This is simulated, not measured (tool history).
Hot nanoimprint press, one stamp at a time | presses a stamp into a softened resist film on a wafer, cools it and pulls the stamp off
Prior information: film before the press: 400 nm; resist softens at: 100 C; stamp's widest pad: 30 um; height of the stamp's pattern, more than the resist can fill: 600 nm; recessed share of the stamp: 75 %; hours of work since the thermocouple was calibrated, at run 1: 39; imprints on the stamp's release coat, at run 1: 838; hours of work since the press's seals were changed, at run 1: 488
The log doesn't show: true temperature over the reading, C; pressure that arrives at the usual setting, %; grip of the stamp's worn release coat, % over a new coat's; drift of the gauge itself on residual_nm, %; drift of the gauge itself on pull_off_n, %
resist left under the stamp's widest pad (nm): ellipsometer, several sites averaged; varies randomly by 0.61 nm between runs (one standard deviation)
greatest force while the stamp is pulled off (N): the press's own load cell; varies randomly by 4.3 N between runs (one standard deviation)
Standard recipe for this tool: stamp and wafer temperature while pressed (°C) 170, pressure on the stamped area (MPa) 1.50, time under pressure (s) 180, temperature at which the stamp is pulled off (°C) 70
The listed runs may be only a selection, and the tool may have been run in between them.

| run | day | stamp and wafer temperature while pressed (°C) | pressure on the stamped area (MPa) | time under pressure (s) | temperature at which the stamp is pulled off (°C) | hours of work since the thermocouple was calibrated | imprints on the stamp's release coat | hours of work since the press's seals were changed | resist left under the stamp's widest pad (nm) | greatest force while the stamp is pulled off (N) |
|---|---|---|---|---|---|---|---|---|---|---|
| 1 | 0.000 | 170 | 1.50 | 180 | 70 | 39 | 838 | 488 | 227.1 | 239 |
| 2 | 1.950 | 170 | 1.50 | 180 | 70 | 74 | 964 | 523 | 227.4 | 246 |
| 3 | 3.479 | 170 | 1.50 | 180 | 70 | 102 | 1062 | 550 | 225.5 | 242 |
| 4 | 4.788 | 170 | 1.50 | 180 | 66 | 125 | 1147 | 574 | 226.5 | 268 |
| 5 | 5.667 | 170 | 1.50 | 180 | 66 | 141 | 1204 | 590 | 225.4 | 259 |
| 6 | 7.579 | 163 | 1.50 | 180 | 70 | 176 | 1327 | 625 | 267.1 | 251 |
| 7 | 8.917 | 170 | 1.50 | 180 | 70 | 200 | 1413 | 649 | 224.6 | 257 |
| 8 | 10.246 | 170 | 1.50 | 157 | 70 | 224 | 1499 | 673 | 234.5 | 255 |
| 9 | 11.104 | 170 | 1.50 | 157 | 70 | 239 | 1555 | 688 | 234.1 | 267 |
| 10 | 12.542 | 170 | 1.50 | 157 | 70 | 265 | 1647 | 714 | 231.1 | 266 |
| 11 | 14.225 | 170 | 1.50 | 157 | 70 | 296 | 1756 | 745 | 231.2 | 261 |
|  | 15.575 | plate thermocouple calibrated |
| 12 | 15.917 | 170 | 1.50 | 157 | 70 | 6 | 1857 | 773 | 229.8 | 275 |
| 13 | 17.104 | 174 | 1.08 | 180 | 70 | 28 | 1934 | 794 | 223.8 | 276 |
| 14 | 18.625 | 178 | 1.08 | 180 | 70 | 55 | 2032 | 822 | 202.3 | 272 |
|  | 19.854 | plate thermocouple calibrated, once more |
|  | 20.104 | stamp cleaned and given a new release coat |
| 15 | 20.496 | 171 | 1.50 | 180 | 70 | 7 | 25 | 849 | 223.9 | 213 |
| 16 | 22.008 | 170 | 1.04 | 180 | 74 | 34 | 123 | 876 | 258.8 | 199 |
| 17 | 23.875 | 170 | 1.04 | 180 | 74 | 68 | 243 | 910 | 259.0 | 199 |
| 18 | 25.654 | 162 | 1.37 | 120 | 56 | 100 | 358 | 942 | 310.0 | 280 |
|  | 26.683 | press's hydraulic seals changed and the load cell set to zero |
| 19 | 28.079 | 162 | 1.37 | 120 | 56 | 138 | 493 | 25 | 305.7 | 274 |
| 20 | 29.467 | 170 | 1.72 | 92 | 77 | 163 | 583 | 50 | 259.1 | 202 |
| 21 | 31.100 | 170 | 1.50 | 242 | 70 | 192 | 688 | 80 | 198.9 | 230 |
| 22 | 32.800 | 170 | 1.50 | 242 | 70 | 223 | 798 | 110 | 198.7 | 235 |
| 23 | 34.512 | 164 | 1.55 | 202 | 70 | 254 | 908 | 141 | 245.1 | 233 |

5 ways to go on from here, each from the tool as it stands after run 23. What would each give?
| A | 36.517 | 177 | 1.55 | 99 | 70 | 290 | 1037 | 177 | ? | ? |
| B | 36.517 | 170 | 0.91 | 91 | 70 | 290 | 1037 | 177 | ? | ? |
| C | 36.517 | 164 | 1.23 | 113 | 70 | 290 | 1037 | 177 | ? | ? |
| D | 36.517 | 172 | 1.86 | 202 | 55 | 290 | 1037 | 177 | ? | ? |
| E | 36.517 | 164 | 0.99 | 202 | 70 | 290 | 1037 | 177 | ? | ? |

| run | resist left under the stamp's widest pad (nm) | greatest force while the stamp is pulled off (N) |
|---|---|---|
| A | 220.7 | 240 |
| B | 307.5 | 240 |
| C | 300.7 | 243 |
| D | 181.3 | 301 |
| E | 280.6 | 238 |
The same runs, with their run-to-run variation unchanged, on a tool lacking any hidden condition would have given:
| run | resist left under the stamp's widest pad (nm) | greatest force while the stamp is pulled off (N) |
|---|---|---|
| A | 227.5 | 211 |
| B | 314.0 | 212 |
| C | 307.7 | 215 |
| D | 188.0 | 264 |
| E | 288.5 | 210 |
